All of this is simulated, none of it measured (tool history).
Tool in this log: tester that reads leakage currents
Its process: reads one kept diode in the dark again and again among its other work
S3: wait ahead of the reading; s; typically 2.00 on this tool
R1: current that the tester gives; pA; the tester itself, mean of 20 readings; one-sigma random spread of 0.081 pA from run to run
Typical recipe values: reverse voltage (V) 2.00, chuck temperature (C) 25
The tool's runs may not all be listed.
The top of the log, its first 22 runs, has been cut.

Run 23, hour 1324.1: usual settings but reverse voltage (V) 19.82, chuck temperature (C) 53, S3 0.70 s. Result: R1 468.58 pA.
Run 24, hour 1402.1: usual settings but reverse voltage (V) 3.53, chuck temperature (C) 21, S3 4.68 s. Result: R1 18.64 pA.
Run 25, hour 1467.9: usual settings but S3 8.12 s. Result: R1 18.98 pA.
Run 26, hour 1550.0: usual settings but reverse voltage (V) 8.82, chuck temperature (C) 26, S3 1.25 s. Result: R1 44.36 pA.
Run 27, hour 1632.0: usual settings but reverse voltage (V) 14.29, chuck temperature (C) 37, S3 1.58 s. Result: R1 129.86 pA.
Run 28, hour 1675.4: usual settings but reverse voltage (V) 2.44, S3 6.30 s. Result: R1 20.99 pA.
Run 29, hour 1760.8: usual settings but reverse voltage (V) 15.48, chuck temperature (C) 36, S3 6.30 s. Result: R1 123.86 pA.
Run 30, hour 1839.0: usual settings but reverse voltage (V) 14.20, chuck temperature (C) 34, S3 3.48 s. Result: R1 102.54 pA.
Run 31, hour 1914.1: usual settings but reverse voltage (V) 3.21, chuck temperature (C) 33. Result: R1 44.88 pA.
At hour 1929.0: chuck's temperature calibrated.
Run 32, hour 1968.2: usual settings but reverse voltage (V) 3.21, chuck temperature (C) 33. Result: R1 51.19 pA.
Run 33, hour 2025.0: usual settings but reverse voltage (V) 3.21, chuck temperature (C) 33. Result: R1 51.04 pA.
Run 34, hour 2067.4: usual settings but chuck temperature (C) 23, S3 0.97 s. Result: R1 18.61 pA.
Run 35, hour 2121.0: usual settings but reverse voltage (V) 1.07, chuck temperature (C) 23, S3 3.57 s. Result: R1 13.47 pA.
Run 36, hour 2203.9: usual settings but reverse voltage (V) 12.42, chuck temperature (C) 23. Result: R1 48.01 pA.
Run 37, hour 2271.5: usual settings but reverse voltage (V) 12.42, chuck temperature (C) 23. Result: R1 48.19 pA.
Run 38, hour 2332.7: usual settings but S3 8.68 s. Result: R1 21.50 pA.
Run 39, hour 2370.1: usual settings but S3 1.08 s. Result: R1 21.77 pA.
Run 40, hour 2420.5: usual settings but reverse voltage (V) 15.95, S3 0.61 s. Result: R1 65.36 pA.
Run 41, hour 2476.4: usual settings but reverse voltage (V) 10.84, chuck temperature (C) 33. Result: R1 94.68 pA.

Each row is a separate what-if for the run after 41, all from the same tool condition, not one after another. Results?
Run A, hour 2522.1: usual settings but reverse voltage (V) 12.02, chuck temperature (C) 40, S3 1.26 s. Result: R1 ?.
Run B, hour 2522.1: usual settings but reverse voltage (V) 1.62, chuck temperature (C) 44, S3 7.84 s. Result: R1 ?.
Run C, hour 2522.1: usual settings but chuck temperature (C) 28, S3 0.50 s. Result: R1 ?.

run      R1
  A  164.65
  B   78.30
  C   27.55
Had the tool no hidden state, the same runs would have come out as:
run      R1
  A  162.53
  B   78.29
  C   27.24
